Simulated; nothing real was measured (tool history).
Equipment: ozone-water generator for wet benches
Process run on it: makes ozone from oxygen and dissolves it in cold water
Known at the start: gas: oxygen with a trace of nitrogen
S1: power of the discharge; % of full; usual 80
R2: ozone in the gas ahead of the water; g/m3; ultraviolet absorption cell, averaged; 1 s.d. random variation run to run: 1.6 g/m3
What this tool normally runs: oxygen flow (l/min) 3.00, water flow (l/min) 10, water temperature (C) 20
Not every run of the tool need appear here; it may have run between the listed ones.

Run 1, hour 0.0: usual settings. Result: dissolved ozone (ppm) 34.5, R2 294.6 g/m3.
Run 2, hour 38.6: usual settings. Result: dissolved ozone (ppm) 34.2, R2 294.0 g/m3.
Run 3, hour 67.7: usual settings. Result: dissolved ozone (ppm) 34.1, R2 290.5 g/m3.
Run 4, hour 102.6: usual settings. Result: dissolved ozone (ppm) 34.2, R2 295.5 g/m3.
Run 5, hour 138.3: usual settings but S1 47 % of full. Result: dissolved ozone (ppm) 25.5, R2 224.6 g/m3.
Run 6, hour 168.8: usual settings but S1 47 % of full. Result: dissolved ozone (ppm) 25.1, R2 223.5 g/m3.
Run 7, hour 209.7: usual settings but S1 47 % of full. Result: dissolved ozone (ppm) 25.4, R2 222.0 g/m3.
Run 8, hour 253.6: usual settings. Result: dissolved ozone (ppm) 34.1, R2 297.3 g/m3.
Run 9, hour 271.7: usual settings. Result: dissolved ozone (ppm) 34.1, R2 300.8 g/m3.
Run 10, hour 312.7: usual settings. Result: dissolved ozone (ppm) 34.3, R2 295.6 g/m3.
Run 11, hour 346.6: usual settings but oxygen flow (l/min) 5.18. Result: dissolved ozone (ppm) 33.8, R2 230.9 g/m3.
Run 12, hour 369.0: usual settings but oxygen flow (l/min) 5.18. Result: dissolved ozone (ppm) 33.4, R2 232.3 g/m3.
Run 13, hour 410.7: usual settings but oxygen flow (l/min) 5.18. Result: dissolved ozone (ppm) 33.1, R2 232.8 g/m3.
Run 14, hour 440.3: usual settings but oxygen flow (l/min) 5.18. Result: dissolved ozone (ppm) 33.5, R2 232.2 g/m3.
Run 15, hour 475.7: usual settings but oxygen flow (l/min) 5.18. Result: dissolved ozone (ppm) 33.6, R2 230.6 g/m3.
Run 16, hour 517.7: usual settings but S1 51 % of full, oxygen flow (l/min) 5.18. Result: dissolved ozone (ppm) 26.5, R2 182.0 g/m3.
Run 17, hour 536.1: usual settings. Result: dissolved ozone (ppm) 34.0, R2 295.5 g/m3.
Run 18, hour 555.2: usual settings but S1 61 % of full, water temperature (C) 27. Result: dissolved ozone (ppm) 25.9, R2 258.9 g/m3.
Run 19, hour 577.2: usual settings but S1 91 % of full, oxygen flow (l/min) 1.73, water flow (l/min) 7, water temperature (C) 15. Result: dissolved ozone (ppm) 50.1, R2 412.4 g/m3.
Run 20, hour 605.8: usual settings but S1 57 % of full, oxygen flow (l/min) 2.05, water flow (l/min) 7, water temperature (C) 15. Result: dissolved ozone (ppm) 40.0, R2 296.9 g/m3.
Run 21, hour 626.8: usual settings but S1 40 % of full, oxygen flow (l/min) 2.05, water flow (l/min) 15, water temperature (C) 23. Result: dissolved ozone (ppm) 14.7, R2 246.8 g/m3.
Run 22, hour 671.0: usual settings but S1 87 % of full, oxygen flow (l/min) 1.91, water flow (l/min) 9, water temperature (C) 15. Result: dissolved ozone (ppm) 40.2, R2 387.3 g/m3.
Run 23, hour 692.0: usual settings but S1 87 % of full, oxygen flow (l/min) 1.91, water flow (l/min) 9, water temperature (C) 15. Result: dissolved ozone (ppm) 39.7, R2 385.1 g/m3.
Run 24, hour 733.1: usual settings but S1 87 % of full, oxygen flow (l/min) 1.91, water flow (l/min) 9, water temperature (C) 15. Result: dissolved ozone (ppm) 40.1, R2 384.3 g/m3.
Run 25, hour 771.0: usual settings but oxygen flow (l/min) 3.18, water flow (l/min) 16. Result: dissolved ozone (ppm) 22.6, R2 293.3 g/m3.
Run 26, hour 807.3: usual settings but oxygen flow (l/min) 3.18, water flow (l/min) 16. Result: dissolved ozone (ppm) 22.9, R2 294.3 g/m3.
Run 27, hour 844.4: usual settings but S1 81 % of full, oxygen flow (l/min) 2.11, water temperature (C) 16. Result: dissolved ozone (ppm) 34.7, R2 356.2 g/m3.
Run 28, hour 872.9: usual settings but S1 81 % of full, oxygen flow (l/min) 2.11, water temperature (C) 16. Result: dissolved ozone (ppm) 35.1, R2 355.8 g/m3.
Run 29, hour 911.9: usual settings but oxygen flow (l/min) 2.45. Result: dissolved ozone (ppm) 33.5, R2 330.7 g/m3.
Run 30, hour 938.3: usual settings but water flow (l/min) 9. Result: dissolved ozone (ppm) 37.1, R2 303.9 g/m3.
Run 31, hour 958.9: usual settings but S1 81 % of full, oxygen flow (l/min) 4.78. Result: dissolved ozone (ppm) 34.2, R2 247.3 g/m3.
Run 32, hour 999.6: usual settings but S1 82 % of full, oxygen flow (l/min) 5.14, water flow (l/min) 8. Result: dissolved ozone (ppm) 39.0, R2 237.5 g/m3.
Run 33, hour 1040.6: usual settings but water temperature (C) 16. Result: dissolved ozone (ppm) 36.6, R2 303.7 g/m3.

Below, some changes in R2 between adjacent runs. For each, the amount present without the hidden state too (settings, incoming material, random variation) and the amount remaining for the hidden state with gauge scatter not shared by both compared results:
Hidden state at play: yield of the discharge, % of new electrodes'; contactor's efficiency, % of a clean one's; true water temperature over the reading, C; drift of the gauge itself on ozone_ppm, %; drift of the gauge itself on gas_g_m3, %.
Run 18 -> 19: S1 61 -> 91, oxygen flow (l/min) 3.00 -> 1.73, water flow (l/min) 10 -> 7, water temperature (C) 27 -> 15. R2 +153.5 g/m3: hidden state +2.1, all else +151.4.
Run 19 -> 20: S1 91 -> 57, oxygen flow (l/min) 1.73 -> 2.05. R2 -115.5 g/m3: hidden state -1.3, all else -114.2.
Run 21 -> 22: S1 40 -> 87, oxygen flow (l/min) 2.05 -> 1.91, water flow (l/min) 15 -> 9, water temperature (C) 23 -> 15. R2 +140.5 g/m3: hidden state +2.2, all else +138.3.
Run 32 -> 33: S1 82 -> 80, oxygen flow (l/min) 5.14 -> 3.00, water flow (l/min) 8 -> 10, water temperature (C) 20 -> 16. R2 +66.2 g/m3: hidden state +1.8, all else +64.4.

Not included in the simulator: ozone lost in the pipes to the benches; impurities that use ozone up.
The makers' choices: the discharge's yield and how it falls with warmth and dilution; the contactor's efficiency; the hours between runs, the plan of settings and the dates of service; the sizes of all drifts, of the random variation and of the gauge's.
